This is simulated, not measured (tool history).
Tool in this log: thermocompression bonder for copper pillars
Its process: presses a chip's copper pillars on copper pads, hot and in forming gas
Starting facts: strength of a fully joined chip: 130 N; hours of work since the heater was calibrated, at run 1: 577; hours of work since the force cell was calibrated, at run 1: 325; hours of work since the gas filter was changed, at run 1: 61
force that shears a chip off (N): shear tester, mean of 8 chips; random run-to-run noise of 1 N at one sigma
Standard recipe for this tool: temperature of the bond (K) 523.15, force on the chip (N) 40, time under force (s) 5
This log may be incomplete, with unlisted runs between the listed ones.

run,hour,temperature of the bond (K),force on the chip (N),time under force (s),hours of work since the heater was calibrated,hours of work since the force cell was calibrated,hours of work since the gas filter was changed,force that shears a chip off (N)
1,0.0,523.15,40,5,577,325,61,97.9
# hour 9.2: heater calibrated with a thermocouple chip
2,30.8,523.15,32,5,15,345,81,78.0
3,53.9,523.15,32,5,31,361,97,77.4
4,68.6,523.15,32,5,41,371,107,75.6
5,81.9,523.15,40,5,50,380,117,88.8
6,101.7,523.15,40,5,64,394,130,88.8
7,126.4,523.15,27,5,81,411,147,66.6
8,155.3,523.15,27,5,101,431,167,64.9
9,178.4,523.15,55,5,117,447,183,105.0
10,208.6,523.15,55,5,138,467,204,105.5
11,228.1,523.15,55,5,151,481,218,104.1
# hour 232.2: force cell calibrated
12,254.3,523.15,55,5,168,15,235,103.4
13,284.4,523.15,40,5,189,36,255,89.6
# hour 288.2: force cell calibrated, once more
14,304.1,523.15,40,5,202,11,268,85.9

What will run 15 give?
# hour 324.9: forming gas filter changed
15,327.2,523.15,30,5,217,27,2,?

force that shears a chip off (N): 76.0
Were there no unlogged condition in the tool, this run, its random variation unchanged, would have produced force that shears a chip off (N) 72.8.

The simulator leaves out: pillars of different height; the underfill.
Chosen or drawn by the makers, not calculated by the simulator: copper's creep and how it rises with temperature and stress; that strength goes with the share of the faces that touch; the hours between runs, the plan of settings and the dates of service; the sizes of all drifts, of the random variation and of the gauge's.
